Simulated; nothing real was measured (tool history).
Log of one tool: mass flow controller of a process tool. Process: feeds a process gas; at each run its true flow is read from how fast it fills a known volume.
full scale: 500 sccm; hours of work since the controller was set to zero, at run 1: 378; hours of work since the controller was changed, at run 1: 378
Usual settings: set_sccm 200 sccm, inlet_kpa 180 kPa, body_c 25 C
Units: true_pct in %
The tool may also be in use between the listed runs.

| run | hour | set_sccm | inlet_kpa | body_c | hours of work since the controller was set to zero | hours of work since the controller was changed | true_pct |
|---|---|---|---|---|---|---|---|
| 1 | 0.0 | 200 | 180 | 25 | 378 | 378 | 99.20 |
| 2 | 57.8 | 311 | 180 | 25 | 417 | 417 | 99.71 |
| 3 | 122.2 | 200 | 180 | 28 | 460 | 460 | 99.18 |
| 4 | 169.4 | 200 | 180 | 28 | 491 | 491 | 99.18 |
| 5 | 231.9 | 364 | 180 | 28 | 533 | 533 | 99.63 |
| 6 | 321.7 | 200 | 180 | 25 | 593 | 593 | 99.42 |
| 7 | 364.2 | 200 | 180 | 25 | 621 | 621 | 99.43 |
| 8 | 430.4 | 200 | 180 | 24 | 665 | 665 | 99.48 |
| 9 | 519.5 | 200 | 180 | 24 | 725 | 725 | 99.49 |
| 10 | 580.8 | 143 | 180 | 25 | 766 | 766 | 99.26 |
| 11 | 648.6 | 143 | 180 | 25 | 811 | 811 | 99.53 |
| 12 | 706.4 | 200 | 180 | 25 | 849 | 849 | 99.47 |

Run 13 comes next. What will it give?
| 13 | 747.6 | 53 | 212 | 39 | 877 | 877 | ? |

{"run 13": {"true_pct": 99.7}}
Without the tool's hidden state the same run would have given true_pct 98.62 %.
